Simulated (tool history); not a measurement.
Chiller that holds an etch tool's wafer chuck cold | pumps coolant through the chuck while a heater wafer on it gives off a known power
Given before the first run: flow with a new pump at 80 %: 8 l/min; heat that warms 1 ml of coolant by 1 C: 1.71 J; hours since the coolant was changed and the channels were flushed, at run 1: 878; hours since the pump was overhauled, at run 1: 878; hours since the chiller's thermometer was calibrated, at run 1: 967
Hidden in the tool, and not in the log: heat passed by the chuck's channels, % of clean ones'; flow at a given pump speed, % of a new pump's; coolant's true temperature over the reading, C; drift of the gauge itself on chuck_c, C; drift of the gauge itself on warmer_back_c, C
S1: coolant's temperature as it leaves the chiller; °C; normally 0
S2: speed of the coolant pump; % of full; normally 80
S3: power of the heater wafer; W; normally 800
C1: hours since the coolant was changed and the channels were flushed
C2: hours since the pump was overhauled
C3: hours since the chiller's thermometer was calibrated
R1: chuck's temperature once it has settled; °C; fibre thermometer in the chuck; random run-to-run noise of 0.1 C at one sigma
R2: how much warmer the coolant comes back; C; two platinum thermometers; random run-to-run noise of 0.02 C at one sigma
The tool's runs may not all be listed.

Run 1, hour 0.0: usual settings; C1 878; C2 878; C3 967. Result: R1 8.1 °C, R2 3.59 C.
Run 2, hour 31.9: usual settings but S1 -8 °C; C1 910; C2 910; C3 999. Result: R1 0.2 °C, R2 3.56 C.
Run 3, hour 53.1: usual settings; C1 931; C2 931; C3 1020. Result: R1 8.2 °C, R2 3.56 C.
Run 4, hour 76.4: usual settings; C1 954; C2 954; C3 1044. Result: R1 8.3 °C, R2 3.58 C.
Run 5, hour 92.0: usual settings; C1 970; C2 970; C3 1059. Result: R1 8.1 °C, R2 3.59 C.
Run 6, hour 107.4: usual settings; C1 985; C2 985; C3 1075. Result: R1 8.3 °C, R2 3.56 C.
Run 7, hour 123.3: usual settings; C1 1001; C2 1001; C3 1091. Result: R1 8.2 °C, R2 3.57 C.
Run 8, hour 141.9: usual settings; C1 1020; C2 1020; C3 1109. Result: R1 8.3 °C, R2 3.61 C.
Run 9, hour 170.6: usual settings; C1 1048; C2 1048; C3 1138. Result: R1 8.2 °C, R2 3.55 C.
Run 10, hour 193.3: usual settings but S1 1 °C, S2 85 % of full, S3 608 W; C1 1071; C2 1071; C3 1161. Result: R1 7.0 °C, R2 2.56 C.
Run 11, hour 224.4: usual settings but S1 -3 °C, S2 71 % of full, S3 441 W; C1 1102; C2 1102; C3 1192. Result: R1 2.3 °C, R2 2.27 C.
At hour 231.2: coolant pump overhauled.
Run 12, hour 246.3: usual settings but S1 -5 °C, S2 96 % of full, S3 618 W; C1 1119; C2 15; C3 1209. Result: R1 0.4 °C, R2 2.28 C.
Run 13, hour 273.8: usual settings but S1 2 °C, S2 66 % of full, S3 441 W; C1 1147; C2 43; C3 1236. Result: R1 7.6 °C, R2 2.45 C.
Run 14, hour 300.5: usual settings but S1 -10 °C, S3 500 W; C1 1173; C2 69; C3 1263. Result: R1 -4.8 °C, R2 2.28 C.
Run 15, hour 326.2: usual settings but S1 -10 °C, S3 500 W; C1 1199; C2 95; C3 1289. Result: R1 -4.7 °C, R2 2.25 C.
At hour 333.1: coolant pump overhauled, once more.
Run 16, hour 351.7: usual settings but S1 -8 °C, S3 533 W; C1 1220; C2 19; C3 1309. Result: R1 -2.2 °C, R2 2.34 C.
Run 17, hour 384.7: usual settings but S1 -8 °C, S3 533 W; C1 1253; C2 52; C3 1342. Result: R1 -2.5 °C, R2 2.34 C.

5 ways to go on from here, each from the tool as it stands after run 17. What would each give?
Run A, hour 414.8: usual settings but S1 -8 °C, S3 757 W; C1 1283; C2 82; C3 1372. Result: R1 ?, R2 ?.
Run B, hour 414.8: usual settings but S1 3 °C, S2 99 % of full, S3 853 W; C1 1283; C2 82; C3 1372. Result: R1 ?, R2 ?.
Run C, hour 414.8: usual settings but S2 79 % of full, S3 607 W; C1 1283; C2 82; C3 1372. Result: R1 ?, R2 ?.
Run D, hour 414.8: usual settings but S1 5 °C, S3 533 W; C1 1283; C2 82; C3 1372. Result: R1 ?, R2 ?.
Run E, hour 414.8: usual settings but S1 -8 °C, S3 408 W; C1 1283; C2 82; C3 1372. Result: R1 ?, R2 ?.

run    R1    R2
  A  -0.2  3.31
  B   9.9  2.99
  C   6.3  2.68
  D  10.5  2.35
  E  -3.8  1.78
What these runs would have given with no unlogged condition in the tool:
run    R1    R2
  A  -0.5  3.32
  B   9.6  2.99
  C   6.0  2.68
  D  10.2  2.35
  E  -4.0  1.78
